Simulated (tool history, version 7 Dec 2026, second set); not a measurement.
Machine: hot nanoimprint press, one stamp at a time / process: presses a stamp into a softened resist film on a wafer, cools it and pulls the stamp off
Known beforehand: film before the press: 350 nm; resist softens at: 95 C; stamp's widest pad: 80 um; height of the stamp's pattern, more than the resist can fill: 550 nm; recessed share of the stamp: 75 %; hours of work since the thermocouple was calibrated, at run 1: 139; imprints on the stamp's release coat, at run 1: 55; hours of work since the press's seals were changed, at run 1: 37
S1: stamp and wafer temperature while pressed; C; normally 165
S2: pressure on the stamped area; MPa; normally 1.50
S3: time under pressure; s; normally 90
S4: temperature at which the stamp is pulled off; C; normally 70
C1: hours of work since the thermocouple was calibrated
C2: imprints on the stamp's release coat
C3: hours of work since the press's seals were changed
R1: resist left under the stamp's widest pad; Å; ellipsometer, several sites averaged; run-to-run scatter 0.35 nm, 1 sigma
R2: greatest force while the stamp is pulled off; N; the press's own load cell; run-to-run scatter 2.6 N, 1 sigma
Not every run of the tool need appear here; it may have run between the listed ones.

Run 1, hour 0.0: usual settings; C1 139; C2 55; C3 37. Result: R1 2008 Å, R2 121 N.
Run 2, hour 5.3: usual settings but S2 2.33 MPa; C1 143; C2 71; C3 41. Result: R1 1662 Å, R2 121 N.
Run 3, hour 14.9: usual settings; C1 151; C2 101; C3 48. Result: R1 2003 Å, R2 123 N.
Run 4, hour 26.0: usual settings; C1 159; C2 135; C3 57. Result: R1 2006 Å, R2 124 N.
Run 5, hour 35.9: usual settings; C1 167; C2 165; C3 64. Result: R1 2006 Å, R2 119 N.
Run 6, hour 44.3: usual settings; C1 173; C2 191; C3 71. Result: R1 2004 Å, R2 124 N.
Run 7, hour 49.7: usual settings; C1 177; C2 207; C3 75. Result: R1 2003 Å, R2 125 N.
Run 8, hour 56.0: usual settings; C1 182; C2 227; C3 80. Result: R1 2005 Å, R2 124 N.
Run 9, hour 65.6: usual settings; C1 189; C2 256; C3 87. Result: R1 2002 Å, R2 129 N.
Run 10, hour 74.4: usual settings but S1 167 C; C1 196; C2 283; C3 94. Result: R1 1869 Å, R2 128 N.
Run 11, hour 83.8: usual settings but S1 167 C, S2 1.81 MPa; C1 203; C2 312; C3 101. Result: R1 1732 Å, R2 127 N.
Run 12, hour 90.6: usual settings but S1 167 C, S2 1.81 MPa; C1 208; C2 333; C3 106. Result: R1 1730 Å, R2 127 N.
Run 13, hour 97.9: usual settings; C1 214; C2 355; C3 112. Result: R1 1994 Å, R2 125 N.
Run 14, hour 103.8: usual settings; C1 218; C2 374; C3 116. Result: R1 2005 Å, R2 132 N.
Run 15, hour 111.0: usual settings but S4 66 C; C1 224; C2 396; C3 122. Result: R1 2006 Å, R2 140 N.
Run 16, hour 117.5: usual settings but S1 161 C, S4 66 C; C1 229; C2 416; C3 127. Result: R1 2259 Å, R2 140 N.
Run 17, hour 125.9: usual settings but S4 75 C; C1 235; C2 441; C3 133. Result: R1 1992 Å, R2 124 N.
Run 18, hour 133.2: usual settings but S2 1.26 MPa, S4 73 C; C1 241; C2 464; C3 139. Result: R1 2133 Å, R2 125 N.
Run 19, hour 143.2: usual settings but S2 1.26 MPa, S4 73 C; C1 249; C2 495; C3 146. Result: R1 2146 Å, R2 130 N.
Run 20, hour 148.6: usual settings but S1 159 C, S3 146 s; C1 253; C2 511; C3 150. Result: R1 2093 Å, R2 136 N.
Run 21, hour 156.2: usual settings but S2 1.15 MPa, S3 51 s; C1 259; C2 534; C3 156. Result: R1 2555 Å, R2 132 N.
At hour 159.9: plate thermocouple calibrated.
Run 22, hour 170.2: usual settings but S2 1.15 MPa, S3 51 s; C1 8; C2 568; C3 165. Result: R1 2524 Å, R2 139 N.
Run 23, hour 178.0: usual settings but S2 1.15 MPa, S3 51 s; C1 14; C2 592; C3 171. Result: R1 2514 Å, R2 142 N.
Run 24, hour 182.9: usual settings but S1 153 C, S2 1.33 MPa, S3 51 s; C1 18; C2 607; C3 174. Result: R1 3065 Å, R2 139 N.
Run 25, hour 192.6: usual settings but S1 153 C, S2 1.33 MPa, S3 51 s; C1 25; C2 637; C3 182. Result: R1 3071 Å, R2 138 N.
Run 26, hour 198.2: usual settings but S1 169 C, S2 1.92 MPa; C1 29; C2 654; C3 186. Result: R1 1529 Å, R2 140 N.
Run 27, hour 207.8: usual settings but S2 1.54 MPa, S3 85 s, S4 58 C; C1 37; C2 684; C3 193. Result: R1 1969 Å, R2 162 N.
At hour 219.4: plate thermocouple calibrated, once more.
Run 28, hour 221.9: usual settings but S2 1.54 MPa, S3 85 s, S4 58 C; C1 2; C2 718; C3 202. Result: R1 2067 Å, R2 163 N.
Run 29, hour 227.4: usual settings but S2 1.54 MPa, S3 85 s, S4 58 C; C1 6; C2 735; C3 206. Result: R1 2070 Å, R2 171 N.
Run 30, hour 238.6: usual settings but S2 1.05 MPa, S3 73 s; C1 15; C2 769; C3 215. Result: R1 2460 Å, R2 145 N.
Run 31, hour 243.0: usual settings but S2 1.05 MPa, S3 73 s; C1 18; C2 782; C3 218. Result: R1 2462 Å, R2 147 N.

3 ways to go on from here, each from the tool as it stands after run 31. What would each give?
Run A, hour 249.6: usual settings but S1 157 C, S2 0.91 MPa, S3 73 s; C1 23; C2 803; C3 223. Result: R1 ?, R2 ?.
Run B, hour 249.6: usual settings but S2 1.03 MPa, S3 107 s; C1 23; C2 803; C3 223. Result: R1 ?, R2 ?.
Run C, hour 249.6: usual settings but S1 157 C, S2 1.33 MPa; C1 23; C2 803; C3 223. Result: R1 ?, R2 ?.

run    R1   R2
  A  2991  151
  B  2245  152
  C  2671  150
Without the tool's hidden state the same runs would have given:
run    R1   R2
  A  2989  119
  B  2240  120
  C  2666  118

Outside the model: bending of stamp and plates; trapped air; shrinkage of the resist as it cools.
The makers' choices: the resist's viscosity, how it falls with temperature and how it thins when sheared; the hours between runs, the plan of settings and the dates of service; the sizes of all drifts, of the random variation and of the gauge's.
